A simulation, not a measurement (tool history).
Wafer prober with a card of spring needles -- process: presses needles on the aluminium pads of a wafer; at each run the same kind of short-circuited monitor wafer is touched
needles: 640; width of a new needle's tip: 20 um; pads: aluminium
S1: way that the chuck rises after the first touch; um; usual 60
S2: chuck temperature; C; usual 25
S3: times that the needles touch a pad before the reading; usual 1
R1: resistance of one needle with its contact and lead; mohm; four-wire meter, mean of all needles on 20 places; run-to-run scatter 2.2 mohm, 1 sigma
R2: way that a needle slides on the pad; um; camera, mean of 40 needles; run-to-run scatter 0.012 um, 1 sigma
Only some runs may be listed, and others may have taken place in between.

run	day	S1	S2	S3	R1	R2
1	0.000	60	25	1	240	7.70
2	0.246	60	46	1	250	7.68
# day 0.629: tips cleaned on abrasive film
3	0.762	60	25	1	244	7.68
4	1.121	60	25	1	239	7.69
# day 1.267: tips cleaned on abrasive film
5	1.392	60	43	1	242	7.69
6	1.792	60	43	1	248	7.70
# day 1.896: tips cleaned on abrasive film
# day 2.071: height of the first contact set anew
7	2.071	60	43	1	243	7.70
8	2.383	60	25	1	243	7.68
# day 2.575: tips cleaned on abrasive film
9	2.871	60	25	1	244	7.69
10	3.129	64	31	1	238	8.21
# day 3.212: tips cleaned on abrasive film
11	3.533	57	25	1	245	7.28
# day 3.871: tips cleaned on abrasive film
12	3.871	57	65	2	251	7.31
13	4.288	55	65	2	252	7.05
# day 4.521: tips cleaned on abrasive film
14	4.683	55	65	2	252	7.04
# day 5.175: tips cleaned on abrasive film
15	5.258	71	25	2	241	9.08
16	5.721	60	59	1	249	7.67
# day 5.829: tips cleaned on abrasive film
17	6.146	61	110	2	266	7.82
# day 6.479: tips cleaned on abrasive film
18	6.592	61	110	1	263	7.80

5 ways to go on from here, each from the tool as it stands after run 18. What would each give?
A	6.888	61	110	2	?	?
B	6.888	60	34	2	?	?
C	6.888	65	25	1	?	?
D	6.888	66	78	3	?	?
E	6.888	60	68	1	?	?

run	R1	R2
A	265	7.80
B	238	7.68
C	238	8.33
D	251	8.47
E	251	7.70
With no hidden state in the tool, these same runs would have given:
run	R1	R2
A	265	7.80
B	238	7.68
C	238	8.33
D	251	8.47
E	251	7.70
